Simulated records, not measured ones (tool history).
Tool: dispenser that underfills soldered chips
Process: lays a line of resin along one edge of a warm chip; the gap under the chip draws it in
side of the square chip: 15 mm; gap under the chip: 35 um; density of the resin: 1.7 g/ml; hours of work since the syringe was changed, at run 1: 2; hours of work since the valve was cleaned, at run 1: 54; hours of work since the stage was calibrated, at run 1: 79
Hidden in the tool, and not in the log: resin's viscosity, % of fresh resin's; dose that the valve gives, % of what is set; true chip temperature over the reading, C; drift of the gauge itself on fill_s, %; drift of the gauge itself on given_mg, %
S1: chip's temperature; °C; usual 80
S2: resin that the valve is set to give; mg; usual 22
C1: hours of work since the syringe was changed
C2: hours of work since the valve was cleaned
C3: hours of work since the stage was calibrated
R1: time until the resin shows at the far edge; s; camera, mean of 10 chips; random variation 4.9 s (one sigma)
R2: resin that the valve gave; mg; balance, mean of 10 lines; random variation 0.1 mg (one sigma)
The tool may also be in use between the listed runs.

run	hour	S1	S2	C1	C2	C3	R1	R2
1	0	80	22	2	54	79	506.9	21.03
2	4.1	80	22	4	57	82	582.5	21.03
# hour 8.3: new syringe of resin
3	8.8	80	21.2	0	60	85	487.2	20.13
4	12.5	80	22	3	62	87	545.5	20.82
5	16.5	80	22	5	65	90	624.3	20.7
# hour 18.8: new syringe of resin
6	19	80	22	0	66	91	479	20.76
7	21.7	80	27.2	2	68	93	528.8	25.65
8	26	80	27.2	5	71	96	597.9	25.56
# hour 29.6: new syringe of resin
9	30	80	23.5	0	73	98	474.7	22.14
10	34.6	80	23.5	3	76	101	556.6	22.11
11	38.5	80	23.5	6	79	104	630.6	21.88
# hour 40.3: new syringe of resin
12	41.6	67	23.5	1	81	105	866.4	21.98
13	43.5	67	19.6	2	82	107	964.7	18.33
14	47.8	67	23	5	85	109	1073.8	21.42
15	50.1	84	23.4	6	86	111	542.7	21.83
# hour 51: new syringe of resin
16	54.9	74	26.8	3	89	114	694.7	24.91
17	59.1	74	26.8	5	92	117	796.8	24.9
# hour 61.7: new syringe of resin
18	63	73	19.4	1	94	119	681.8	17.84
19	66.5	81	21.7	3	96	121	530.6	19.82

Run 20 comes next. What will it give?
20	70.1	75	23.3	5	99	124	?	?

{"run 20": {"R1": 773.6, "R2": 21.48}}
Without the tool's hidden state the same run would have given R1 599.3 s, R2 23.33 mg.
